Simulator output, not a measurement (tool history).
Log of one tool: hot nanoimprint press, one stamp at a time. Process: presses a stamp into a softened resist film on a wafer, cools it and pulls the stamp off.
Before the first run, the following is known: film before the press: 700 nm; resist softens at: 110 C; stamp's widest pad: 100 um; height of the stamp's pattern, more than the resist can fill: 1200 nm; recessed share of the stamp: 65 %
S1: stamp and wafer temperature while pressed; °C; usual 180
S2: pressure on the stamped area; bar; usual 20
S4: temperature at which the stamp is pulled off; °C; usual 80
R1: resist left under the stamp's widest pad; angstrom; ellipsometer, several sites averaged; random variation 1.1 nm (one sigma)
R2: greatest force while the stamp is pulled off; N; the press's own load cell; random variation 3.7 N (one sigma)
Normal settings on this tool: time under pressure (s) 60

Run 1, hour 0: usual settings. Result: R1 3202 angstrom, R2 253 N.
Run 2, hour 71.8: usual settings. Result: R1 3221 angstrom, R2 269 N.
Run 3, hour 142.7: usual settings but S2 24.9 bar. Result: R1 2876 angstrom, R2 287 N.
Run 4, hour 197.6: usual settings but S2 24.9 bar. Result: R1 2900 angstrom, R2 313 N.
At hour 221.8: stamp cleaned and given a new release coat.
Run 5, hour 275.5: usual settings but S2 24.9 bar. Result: R1 2897 angstrom, R2 193 N.
Run 6, hour 343.2: usual settings. Result: R1 3281 angstrom, R2 210 N.
Run 7, hour 392.2: usual settings. Result: R1 3258 angstrom, R2 234 N.
Run 8, hour 468.5: usual settings. Result: R1 3294 angstrom, R2 246 N.
Run 9, hour 531.3: usual settings. Result: R1 3303 angstrom, R2 268 N.
Run 10, hour 592.9: usual settings. Result: R1 3327 angstrom, R2 268 N.
Run 11, hour 628.7: usual settings. Result: R1 3330 angstrom, R2 291 N.
At hour 708.9: plate thermocouple calibrated.
Run 12, hour 712.9: usual settings but S2 24.6 bar. Result: R1 2850 angstrom, R2 303 N.
At hour 733.8: stamp cleaned and given a new release coat.
Run 13, hour 754.5: usual settings but S2 24.6 bar. Result: R1 2846 angstrom, R2 182 N.
Run 14, hour 795.3: usual settings but S2 24.6 bar. Result: R1 2872 angstrom, R2 191 N.
Run 15, hour 872.5: usual settings. Result: R1 3206 angstrom, R2 210 N.
Run 16, hour 916.4: usual settings but S2 28.6 bar, time under pressure (s) 48. Result: R1 2884 angstrom, R2 220 N.
Run 17, hour 997.5: usual settings but S2 28.6 bar, time under pressure (s) 91, S4 86 °C. Result: R1 2304 angstrom, R2 205 N.
Run 18, hour 1039.3: usual settings but S2 28.6 bar, time under pressure (s) 61, S4 76 °C. Result: R1 2671 angstrom, R2 281 N.

Expected results for the next run?
Run 19, hour 1078.2: usual settings but S2 26 bar, S4 84 °C. Result: R1 ?, R2 ?.

{"run 19": {"R1": 2825, "R2": 238}}
Take away the tool's hidden state, keep the run-to-run variation as it was, and the same run would have given R1 2730 angstrom, R2 157 N.
